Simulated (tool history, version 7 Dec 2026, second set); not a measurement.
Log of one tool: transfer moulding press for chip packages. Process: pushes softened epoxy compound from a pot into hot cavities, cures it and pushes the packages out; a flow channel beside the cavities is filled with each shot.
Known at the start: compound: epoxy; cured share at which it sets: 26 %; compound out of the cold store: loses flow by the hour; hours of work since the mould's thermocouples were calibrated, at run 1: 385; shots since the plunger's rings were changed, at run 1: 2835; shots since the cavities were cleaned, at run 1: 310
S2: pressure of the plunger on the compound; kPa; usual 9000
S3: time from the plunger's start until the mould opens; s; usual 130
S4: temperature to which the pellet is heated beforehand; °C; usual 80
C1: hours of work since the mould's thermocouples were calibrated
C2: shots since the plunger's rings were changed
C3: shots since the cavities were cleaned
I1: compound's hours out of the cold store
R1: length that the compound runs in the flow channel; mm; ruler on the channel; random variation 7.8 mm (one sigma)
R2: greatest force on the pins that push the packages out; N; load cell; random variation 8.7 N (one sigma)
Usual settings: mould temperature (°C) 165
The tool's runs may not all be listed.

Run 1, day 0.000: usual settings; C1 385; C2 2835; C3 310; I1 44.9. Result: R1 829 mm, R2 728 N.
At day 0.788: cavities cleaned with cleaning compound and waxed.
Run 2, day 1.071: usual settings; C1 400; C2 3068; C3 65; I1 9.5. Result: R1 944 mm, R2 487 N.
Run 3, day 2.346: usual settings; C1 419; C2 3363; C3 360; I1 24.4. Result: R1 886 mm, R2 745 N.
At day 2.854: cavities cleaned with cleaning compound and waxed.
Run 4, day 3.538: usual settings; C1 436; C2 3624; C3 158; I1 8.9. Result: R1 936 mm, R2 590 N.
Run 5, day 4.796: usual settings but mould temperature (°C) 171; C1 455; C2 3915; C3 449; I1 33.1. Result: R1 842 mm, R2 740 N.
At day 5.004: cavities cleaned with cleaning compound and waxed.
At day 5.338: mould's thermocouples calibrated.
Run 6, day 6.358: usual settings but mould temperature (°C) 171; C1 15; C2 4243; C3 294; I1 14.1. Result: R1 881 mm, R2 660 N.
At day 7.258: cavities cleaned with cleaning compound and waxed.
Run 7, day 8.000: usual settings but mould temperature (°C) 171, S3 155 s; C1 39; C2 4608; C3 172; I1 13.0. Result: R1 887 mm, R2 551 N.
Run 8, day 8.954: usual settings but mould temperature (°C) 171, S3 155 s; C1 53; C2 4829; C3 393; I1 34.9. Result: R1 815 mm, R2 671 N.
At day 9.362: cavities cleaned with cleaning compound and waxed.
Run 9, day 10.083: usual settings but mould temperature (°C) 171, S3 155 s; C1 69; C2 5075; C3 167; I1 43.2. Result: R1 789 mm, R2 526 N.
Run 10, day 10.942: usual settings but mould temperature (°C) 171, S3 155 s; C1 82; C2 5274; C3 366; I1 30.9. Result: R1 817 mm, R2 661 N.
At day 11.450: cavities cleaned with cleaning compound and waxed.
Run 11, day 12.138: usual settings but mould temperature (°C) 171, S3 155 s; C1 99; C2 5536; C3 159; I1 21.1. Result: R1 836 mm, R2 541 N.
At day 13.188: plunger's sealing rings changed.
At day 13.683: cavities cleaned with cleaning compound and waxed.
Run 12, day 13.708: usual settings but mould temperature (°C) 171, S3 155 s; C1 120; C2 106; C3 6; I1 19.4. Result: R1 920 mm, R2 355 N.
Run 13, day 14.717: usual settings but mould temperature (°C) 171, S3 155 s; C1 135; C2 339; C3 239; I1 12.6. Result: R1 941 mm, R2 604 N.
At day 15.733: cavities cleaned with cleaning compound and waxed.
Run 14, day 15.912: usual settings but mould temperature (°C) 170, S3 132 s, S4 83 °C; C1 152; C2 601; C3 42; I1 30.1. Result: R1 877 mm, R2 448 N.
Run 15, day 17.500: usual settings but mould temperature (°C) 170, S3 132 s, S4 83 °C; C1 176; C2 968; C3 409; I1 37.9. Result: R1 849 mm, R2 723 N.
At day 17.808: cavities cleaned with cleaning compound and waxed.
Run 16, day 19.158: usual settings but mould temperature (°C) 170, S3 132 s, S4 83 °C; C1 200; C2 1337; C3 312; I1 48.0. Result: R1 820 mm, R2 643 N.
At day 19.938: cavities cleaned with cleaning compound and waxed.
Run 17, day 20.542: usual settings but S3 126 s, S4 87 °C; C1 220; C2 1642; C3 139; I1 21.6. Result: R1 904 mm, R2 591 N.
Run 18, day 21.442: usual settings but S3 125 s, S4 87 °C; C1 233; C2 1851; C3 348; I1 27.4. Result: R1 892 mm, R2 761 N.
At day 22.054: cavities cleaned with cleaning compound and waxed.
Run 19, day 22.462: usual settings but mould temperature (°C) 167, S4 82 °C; C1 248; C2 2072; C3 95; I1 39.0. Result: R1 838 mm, R2 481 N.
Run 20, day 23.921: usual settings but S2 9580 kPa, S4 82 °C; C1 270; C2 2410; C3 433; I1 17.1. Result: R1 948 mm, R2 812 N.
At day 24.225: cavities cleaned with cleaning compound and waxed.
Run 21, day 24.888: usual settings but S2 9860 kPa, S4 84 °C; C1 283; C2 2619; C3 154; I1 12.5. Result: R1 975 mm, R2 591 N.
At day 26.379: cavities cleaned with cleaning compound and waxed.
Run 22, day 26.500: usual settings but mould temperature (°C) 167, S2 10130 kPa, S3 151 s, S4 72 °C; C1 306; C2 2977; C3 28; I1 9.8. Result: R1 999 mm, R2 414 N.
Run 23, day 27.312: usual settings but S2 10840 kPa, S4 72 °C; C1 318; C2 3164; C3 215; I1 23.4. Result: R1 983 mm, R2 643 N.
At day 28.458: cavities cleaned with cleaning compound and waxed.
Run 24, day 28.508: usual settings but mould temperature (°C) 161, S2 6960 kPa, S3 163 s, S4 77 °C; C1 335; C2 3427; C3 12; I1 19.9. Result: R1 823 mm, R2 390 N.
Run 25, day 29.488: usual settings but mould temperature (°C) 161, S2 6960 kPa, S3 163 s, S4 77 °C; C1 350; C2 3654; C3 239; I1 18.5. Result: R1 812 mm, R2 640 N.
At day 30.558: cavities cleaned with cleaning compound and waxed.
Run 26, day 30.633: usual settings but mould temperature (°C) 170, S2 7200 kPa, S3 163 s, S4 77 °C; C1 366; C2 3904; C3 18; I1 22.0. Result: R1 783 mm, R2 374 N.

5 ways to go on from here, each from the tool as it stands after run 26. What would each give?
Run A, day 31.362: usual settings but mould temperature (°C) 171, S2 7200 kPa, S3 111 s, S4 78 °C; C1 377; C2 4072; C3 186; I1 46.0. Result: R1 ?, R2 ?.
Run B, day 31.362: usual settings but S2 10480 kPa, S3 131 s; C1 377; C2 4072; C3 186; I1 31.2. Result: R1 ?, R2 ?.
Run C, day 31.362: usual settings but S4 75 °C; C1 377; C2 4072; C3 186; I1 8.0. Result: R1 ?, R2 ?.
Run D, day 31.362: usual settings but mould temperature (°C) 170, S2 7370 kPa, S3 163 s, S4 77 °C; C1 377; C2 4072; C3 186; I1 41.6. Result: R1 ?, R2 ?.
Run E, day 31.362: usual settings but mould temperature (°C) 170, S2 6810 kPa, S3 163 s, S4 81 °C; C1 377; C2 4072; C3 186; I1 11.4. Result: R1 ?, R2 ?.

run   R1   R2
  A  718  586
  B  926  610
  C  942  636
  D  741  560
  E  802  549
Without the tool's hidden state the same runs would have given:
run   R1   R2
  A  755  373
  B  974  389
  C  991  403
  D  779  362
  E  844  352
